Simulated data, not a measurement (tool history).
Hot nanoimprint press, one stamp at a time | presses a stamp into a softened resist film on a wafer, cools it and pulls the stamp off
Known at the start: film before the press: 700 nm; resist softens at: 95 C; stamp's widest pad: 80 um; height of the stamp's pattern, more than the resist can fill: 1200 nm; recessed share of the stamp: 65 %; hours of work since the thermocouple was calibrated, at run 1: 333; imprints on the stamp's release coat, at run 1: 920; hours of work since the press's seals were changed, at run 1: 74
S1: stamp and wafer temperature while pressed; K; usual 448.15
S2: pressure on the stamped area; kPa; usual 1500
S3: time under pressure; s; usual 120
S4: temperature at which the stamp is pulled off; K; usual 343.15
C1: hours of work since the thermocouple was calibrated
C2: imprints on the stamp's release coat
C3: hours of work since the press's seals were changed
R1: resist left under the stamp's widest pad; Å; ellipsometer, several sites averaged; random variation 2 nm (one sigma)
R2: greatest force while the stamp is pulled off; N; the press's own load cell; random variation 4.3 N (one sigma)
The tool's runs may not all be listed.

{"run": 1, "hour": 0.0, "S1": 448.15, "S2": 1500, "S3": 120, "S4": 343.15, "C1": 333, "C2": 920, "C3": 74, "R1": 4153, "R2": 211}
{"run": 2, "hour": 39.0, "S1": 448.15, "S2": 1500, "S3": 105, "S4": 343.15, "C1": 350, "C2": 983, "C3": 90, "R1": 4317, "R2": 214}
{"run": 3, "hour": 101.9, "S1": 448.15, "S2": 1500, "S3": 105, "S4": 343.15, "C1": 377, "C2": 1084, "C3": 118, "R1": 4320, "R2": 209}
{"run": 4, "hour": 140.4, "S1": 448.15, "S2": 1500, "S3": 120, "S4": 343.15, "C1": 393, "C2": 1146, "C3": 134, "R1": 4150, "R2": 210}
{"run": 5, "hour": 204.0, "S1": 448.15, "S2": 1500, "S3": 120, "S4": 343.15, "C1": 421, "C2": 1248, "C3": 161, "R1": 4142, "R2": 215}
{"run": 6, "hour": 244.6, "S1": 448.15, "S2": 1500, "S3": 120, "S4": 343.15, "C1": 438, "C2": 1313, "C3": 179, "R1": 4120, "R2": 208}
{"hour": 277.9, "done": "plate thermocouple calibrated"}
{"run": 7, "hour": 299.8, "S1": 448.15, "S2": 1500, "S3": 120, "S4": 343.15, "C1": 9, "C2": 1396, "C3": 201, "R1": 4128, "R2": 214}
{"run": 8, "hour": 375.0, "S1": 448.15, "S2": 1500, "S3": 120, "S4": 343.15, "C1": 42, "C2": 1517, "C3": 234, "R1": 4147, "R2": 208}
{"run": 9, "hour": 415.9, "S1": 448.15, "S2": 1500, "S3": 120, "S4": 344.15, "C1": 59, "C2": 1583, "C3": 251, "R1": 4098, "R2": 210}
{"run": 10, "hour": 470.1, "S1": 448.15, "S2": 1500, "S3": 120, "S4": 340.15, "C1": 83, "C2": 1670, "C3": 274, "R1": 4163, "R2": 228}
{"run": 11, "hour": 524.0, "S1": 448.15, "S2": 1500, "S3": 75, "S4": 340.15, "C1": 106, "C2": 1756, "C3": 298, "R1": 4784, "R2": 228}
{"run": 12, "hour": 597.4, "S1": 448.15, "S2": 1500, "S3": 120, "S4": 343.15, "C1": 137, "C2": 1874, "C3": 329, "R1": 4153, "R2": 215}
{"run": 13, "hour": 664.2, "S1": 448.15, "S2": 1500, "S3": 120, "S4": 343.15, "C1": 166, "C2": 1981, "C3": 358, "R1": 4184, "R2": 201}
{"hour": 725.5, "done": "stamp cleaned and given a new release coat"}
{"run": 14, "hour": 733.4, "S1": 448.15, "S2": 1500, "S3": 120, "S4": 343.15, "C1": 193, "C2": 13, "C3": 385, "R1": 4112, "R2": 212}
{"run": 15, "hour": 770.6, "S1": 448.15, "S2": 1500, "S3": 120, "S4": 343.15, "C1": 209, "C2": 72, "C3": 401, "R1": 4127, "R2": 210}
{"run": 16, "hour": 831.3, "S1": 441.15, "S2": 1500, "S3": 83, "S4": 340.15, "C1": 235, "C2": 170, "C3": 427, "R1": 5338, "R2": 221}
{"run": 17, "hour": 889.3, "S1": 445.15, "S2": 1500, "S3": 202, "S4": 340.15, "C1": 260, "C2": 263, "C3": 452, "R1": 3785, "R2": 230}
{"run": 18, "hour": 937.2, "S1": 455.15, "S2": 970, "S3": 106, "S4": 347.15, "C1": 281, "C2": 340, "C3": 473, "R1": 4275, "R2": 192}
{"run": 19, "hour": 971.6, "S1": 437.15, "S2": 1070, "S3": 73, "S4": 330.15, "C1": 295, "C2": 395, "C3": 487, "R1": 6112, "R2": 270}
{"run": 20, "hour": 1024.0, "S1": 450.15, "S2": 1500, "S3": 120, "S4": 343.15, "C1": 318, "C2": 479, "C3": 510, "R1": 3946, "R2": 217}
{"run": 21, "hour": 1077.0, "S1": 448.15, "S2": 1500, "S3": 120, "S4": 347.15, "C1": 341, "C2": 564, "C3": 533, "R1": 4173, "R2": 198}
{"run": 22, "hour": 1133.8, "S1": 448.15, "S2": 1500, "S3": 76, "S4": 347.15, "C1": 365, "C2": 655, "C3": 557, "R1": 4707, "R2": 195}
{"run": 23, "hour": 1208.2, "S1": 448.15, "S2": 1500, "S3": 76, "S4": 347.15, "C1": 397, "C2": 775, "C3": 589, "R1": 4726, "R2": 196}
{"run": 24, "hour": 1269.0, "S1": 448.15, "S2": 1700, "S3": 137, "S4": 343.15, "C1": 423, "C2": 872, "C3": 615, "R1": 3769, "R2": 211}
{"run": 25, "hour": 1311.6, "S1": 445.15, "S2": 1100, "S3": 120, "S4": 337.15, "C1": 441, "C2": 940, "C3": 633, "R1": 4883, "R2": 247}
{"hour": 1338.8, "done": "plate thermocouple calibrated"}
{"run": 26, "hour": 1385.9, "S1": 445.15, "S2": 1750, "S3": 190, "S4": 337.15, "C1": 20, "C2": 1055, "C3": 664, "R1": 3622, "R2": 235}
{"run": 27, "hour": 1419.6, "S1": 445.15, "S2": 1750, "S3": 190, "S4": 337.15, "C1": 35, "C2": 1109, "C3": 678, "R1": 3628, "R2": 245}
{"hour": 1470.6, "done": "press's hydraulic seals changed and the load cell set to zero"}
{"run": 28, "hour": 1471.0, "S1": 457.15, "S2": 1630, "S3": 190, "S4": 337.15, "C1": 53, "C2": 1179, "C3": 0, "R1": 2626, "R2": 238}
{"run": 29, "hour": 1513.3, "S1": 457.15, "S2": 1630, "S3": 190, "S4": 337.15, "C1": 72, "C2": 1246, "C3": 18, "R1": 2644, "R2": 251}

5 ways to go on from here, each from the tool as it stands after run 29. What would each give?
{"run": "A", "hour": 1546.2, "S1": 448.15, "S2": 1500, "S3": 120, "S4": 347.15, "C1": 86, "C2": 1299, "C3": 32, "R1": "?", "R2": "?"}
{"run": "B", "hour": 1546.2, "S1": 448.15, "S2": 1730, "S3": 120, "S4": 343.15, "C1": 86, "C2": 1299, "C3": 32, "R1": "?", "R2": "?"}
{"run": "C", "hour": 1546.2, "S1": 457.15, "S2": 1000, "S3": 126, "S4": 334.15, "C1": 86, "C2": 1299, "C3": 32, "R1": "?", "R2": "?"}
{"run": "D", "hour": 1546.2, "S1": 459.15, "S2": 1630, "S3": 112, "S4": 348.15, "C1": 86, "C2": 1299, "C3": 32, "R1": "?", "R2": "?"}
{"run": "E", "hour": 1546.2, "S1": 459.15, "S2": 1010, "S3": 130, "S4": 343.15, "C1": 86, "C2": 1299, "C3": 32, "R1": "?", "R2": "?"}

run=A R1=4123 R2=194
run=B R1=3931 R2=208
run=C R1=3811 R2=250
run=D R1=3100 R2=186
run=E R1=3542 R2=210
Without the tool's hidden state the same runs would have given:
run=A R1=4123 R2=193
run=B R1=3931 R2=207
run=C R1=3811 R2=249
run=D R1=3100 R2=185
run=E R1=3542 R2=208

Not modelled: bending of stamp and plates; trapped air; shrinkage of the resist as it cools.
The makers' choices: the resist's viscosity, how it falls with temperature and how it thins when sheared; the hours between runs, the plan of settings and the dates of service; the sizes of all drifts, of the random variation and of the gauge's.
